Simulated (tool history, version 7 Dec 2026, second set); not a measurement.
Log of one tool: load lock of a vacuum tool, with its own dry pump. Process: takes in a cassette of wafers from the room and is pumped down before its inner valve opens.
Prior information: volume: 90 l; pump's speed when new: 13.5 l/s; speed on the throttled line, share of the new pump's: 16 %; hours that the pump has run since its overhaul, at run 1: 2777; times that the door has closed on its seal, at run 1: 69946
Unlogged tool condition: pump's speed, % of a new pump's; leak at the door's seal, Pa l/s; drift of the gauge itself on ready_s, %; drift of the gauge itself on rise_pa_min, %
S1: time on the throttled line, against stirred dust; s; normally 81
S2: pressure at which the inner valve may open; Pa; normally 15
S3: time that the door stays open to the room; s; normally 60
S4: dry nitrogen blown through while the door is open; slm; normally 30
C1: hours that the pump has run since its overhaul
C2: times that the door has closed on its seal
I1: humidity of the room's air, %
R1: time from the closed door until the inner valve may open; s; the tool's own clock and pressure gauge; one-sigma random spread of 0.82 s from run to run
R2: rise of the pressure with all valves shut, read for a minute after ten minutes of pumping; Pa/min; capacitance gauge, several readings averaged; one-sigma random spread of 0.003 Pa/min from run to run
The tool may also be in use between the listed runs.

run 1 hour=0 | S1=81 S2=15 S3=60 S4=30 | C1=2777 C2=69946 | I1=44.2 | R1=126.5 R2=0.023
run 2 hour=321.3 | S1=81 S2=15 S3=60 S4=30 | C1=3099 C2=71025 | I1=43.1 | R1=127.6 R2=0.018
run 3 hour=605.7 | S1=81 S2=15 S3=60 S4=30 | C1=3383 C2=71980 | I1=44.5 | R1=127 R2=0.017
run 4 hour=858.4 | S1=81 S2=15 S3=60 S4=30 | C1=3636 C2=72829 | I1=42.4 | R1=127.1 R2=0.022
run 5 hour=1279.8 | S1=81 S2=15 S3=60 S4=5 | C1=4057 C2=74244 | I1=44.4 | R1=127.5 R2=0.027
-- hour=1467.8 door's seal changed, seat wiped
run 6 hour=1541.6 | S1=81 S2=15 S3=60 S4=5 | C1=4318 C2=248 | I1=44.3 | R1=127.8 R2=0.029
run 7 hour=1971.1 | S1=81 S2=15 S3=60 S4=5 | C1=4747 C2=1690 | I1=45.5 | R1=127.5 R2=0.029
run 8 hour=2368.6 | S1=81 S2=15 S3=60 S4=8 | C1=5145 C2=3025 | I1=44.3 | R1=127.1 R2=0.024
run 9 hour=2778.9 | S1=81 S2=17 S3=60 S4=30 | C1=5555 C2=4402 | I1=42.6 | R1=125.4 R2=0.02
run 10 hour=3187.7 | S1=81 S2=17 S3=60 S4=30 | C1=5964 C2=5775 | I1=47.3 | R1=125.6 R2=0.018
run 11 hour=3426 | S1=81 S2=17 S3=60 S4=30 | C1=6202 C2=6576 | I1=46.5 | R1=126.9 R2=0.02
run 12 hour=3845.5 | S1=81 S2=17 S3=60 S4=30 | C1=6621 C2=7984 | I1=47.8 | R1=126.2 R2=0.018
run 13 hour=4241 | S1=81 S2=17 S3=60 S4=30 | C1=7017 C2=9312 | I1=43.3 | R1=126.5 R2=0.019
run 14 hour=4431.3 | S1=81 S2=15 S3=60 S4=30 | C1=7207 C2=9951 | I1=45.5 | R1=126.5 R2=0.02
run 15 hour=4696.4 | S1=81 S2=15 S3=60 S4=30 | C1=7472 C2=10841 | I1=45.9 | R1=128.2 R2=0.014
run 16 hour=5022.8 | S1=81 S2=15 S3=60 S4=30 | C1=7799 C2=11937 | I1=46.3 | R1=125.6 R2=0.016
run 17 hour=5255.2 | S1=81 S2=15 S3=60 S4=30 | C1=8031 C2=12718 | I1=42.5 | R1=127.3 R2=0.014
run 18 hour=5637.7 | S1=81 S2=15 S3=60 S4=10 | C1=8414 C2=14002 | I1=47.4 | R1=127 R2=0.025
run 19 hour=6013.2 | S1=81 S2=15 S3=181 S4=30 | C1=8789 C2=15263 | I1=42.3 | R1=126.3 R2=0.031
run 20 hour=6289.6 | S1=81 S2=15 S3=181 S4=30 | C1=9066 C2=16191 | I1=43.6 | R1=128.5 R2=0.024
run 21 hour=6559.5 | S1=81 S2=15 S3=181 S4=12 | C1=9336 C2=17098 | I1=46.4 | R1=128 R2=0.037
run 22 hour=6901.6 | S1=84 S2=16 S3=181 S4=12 | C1=9678 C2=18246 | I1=46.6 | R1=129.6 R2=0.037
run 23 hour=7095.6 | S1=42 S2=14 S3=73 S4=41 | C1=9872 C2=18897 | I1=46.6 | R1=94.7 R2=0.011
run 24 hour=7401.6 | S1=81 S2=27 S3=66 S4=30 | C1=10178 C2=19925 | I1=42.6 | R1=121.8 R2=0.024
run 25 hour=7600 | S1=81 S2=11 S3=173 S4=13 | C1=10376 C2=20591 | I1=44 | R1=129.3 R2=0.034
run 26 hour=7886.6 | S1=81 S2=30 S3=60 S4=30 | C1=10663 C2=21554 | I1=46.1 | R1=122.5 R2=0.017
run 27 hour=8079.3 | S1=52 S2=15 S3=113 S4=11 | C1=10855 C2=22201 | I1=43.2 | R1=101.3 R2=0.031
run 28 hour=8270.2 | S1=52 S2=15 S3=113 S4=11 | C1=11046 C2=22842 | I1=42.9 | R1=101.6 R2=0.035
run 29 hour=8567.1 | S1=52 S2=15 S3=113 S4=11 | C1=11343 C2=23839 | I1=44 | R1=103.1 R2=0.032
run 30 hour=8877.9 | S1=81 S2=15 S3=34 S4=8 | C1=11654 C2=24882 | I1=44.7 | R1=128.8 R2=0.017
run 31 hour=9203.3 | S1=81 S2=14 S3=40 S4=30 | C1=11979 C2=25975 | I1=47.2 | R1=128.8 R2=0.014
run 32 hour=9412.9 | S1=81 S2=11 S3=86 S4=30 | C1=12189 C2=26679 | I1=41.1 | R1=128 R2=0.015
run 33 hour=9607.4 | S1=81 S2=14 S3=36 S4=30 | C1=12383 C2=27332 | I1=45.4 | R1=126.9 R2=0.01
run 34 hour=10058.3 | S1=81 S2=22 S3=60 S4=12 | C1=12834 C2=28846 | I1=41.2 | R1=124.6 R2=0.018
run 35 hour=10433.7 | S1=81 S2=22 S3=60 S4=12 | C1=13210 C2=30107 | I1=44.1 | R1=125.6 R2=0.022
run 36 hour=10666.3 | S1=81 S2=25 S3=36 S4=30 | C1=13442 C2=30888 | I1=47 | R1=124.4 R2=0.013

Consider 3 possible next runs. They are alternatives, not a sequence: every one starts from the tool as it was left by run 36. What does each give?
run A hour=11054.1 | S1=81 S2=16 S3=36 S4=7 | C1=13830 C2=32190 | I1=44.4 | R1=? R2=?
run B hour=11054.1 | S1=59 S2=15 S3=60 S4=14 | C1=13830 C2=32190 | I1=46.7 | R1=? R2=?
run C hour=11054.1 | S1=81 S2=16 S3=151 S4=5 | C1=13830 C2=32190 | I1=46.1 | R1=? R2=?

run=A R1=126.7 R2=0.018
run=B R1=108.1 R2=0.027
run=C R1=126.8 R2=0.044
Without the tool's hidden state the same runs would have given:
run=A R1=126.6 R2=0.018
run=B R1=108 R2=0.027
run=C R1=126.7 R2=0.043

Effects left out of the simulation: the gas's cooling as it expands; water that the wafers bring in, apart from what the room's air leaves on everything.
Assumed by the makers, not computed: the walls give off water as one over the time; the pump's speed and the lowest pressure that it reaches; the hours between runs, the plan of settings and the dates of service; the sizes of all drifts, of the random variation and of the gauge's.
